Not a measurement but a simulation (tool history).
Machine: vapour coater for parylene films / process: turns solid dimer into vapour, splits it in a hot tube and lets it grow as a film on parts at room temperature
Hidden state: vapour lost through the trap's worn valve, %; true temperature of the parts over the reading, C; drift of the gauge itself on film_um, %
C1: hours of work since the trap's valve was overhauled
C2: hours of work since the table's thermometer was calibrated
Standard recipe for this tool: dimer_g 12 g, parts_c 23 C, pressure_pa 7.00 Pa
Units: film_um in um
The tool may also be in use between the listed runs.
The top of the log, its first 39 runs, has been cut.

-- hour=1572.1 trap's valve overhauled
run 40 hour=1592.6 | dimer_g=11 parts_c=19 pressure_pa=2.80 | C1=15 C2=707 | film_um=2.590
run 41 hour=1620.5 | dimer_g=11 parts_c=19 pressure_pa=2.80 | C1=35 C2=727 | film_um=2.571
run 42 hour=1658.0 | dimer_g=11 parts_c=19 pressure_pa=2.80 | C1=63 C2=755 | film_um=2.553
run 43 hour=1693.1 | dimer_g=11 parts_c=19 pressure_pa=2.80 | C1=88 C2=780 | film_um=2.540
run 44 hour=1718.5 | dimer_g=21 parts_c=23 pressure_pa=8.71 | C1=107 C2=799 | film_um=3.187
run 45 hour=1745.3 | dimer_g=11 parts_c=33 pressure_pa=2.03 | C1=126 C2=818 | film_um=1.382
run 46 hour=1770.7 | dimer_g=11 parts_c=33 pressure_pa=2.03 | C1=145 C2=837 | film_um=1.375
run 47 hour=1804.6 | dimer_g=6 parts_c=18 pressure_pa=11.76 | C1=169 C2=862 | film_um=1.072

Consider 3 possible next runs. They are alternatives, not a sequence: every one starts from the tool as it was left by run 47. What does each give?
run A hour=1827.8 | dimer_g=14 parts_c=18 pressure_pa=9.25 | C1=186 C2=878 | film_um=?
run B hour=1827.8 | dimer_g=5 parts_c=33 pressure_pa=2.18 | C1=186 C2=878 | film_um=?
run C hour=1827.8 | dimer_g=12 parts_c=23 pressure_pa=7.00 | C1=186 C2=878 | film_um=?

run=A film_um=2.623
run=B film_um=0.608
run=C film_um=1.862
With the hidden condition removed and each run's random variation left untouched, the same runs would have given:
run=A film_um=2.730
run=B film_um=0.633
run=C film_um=1.938
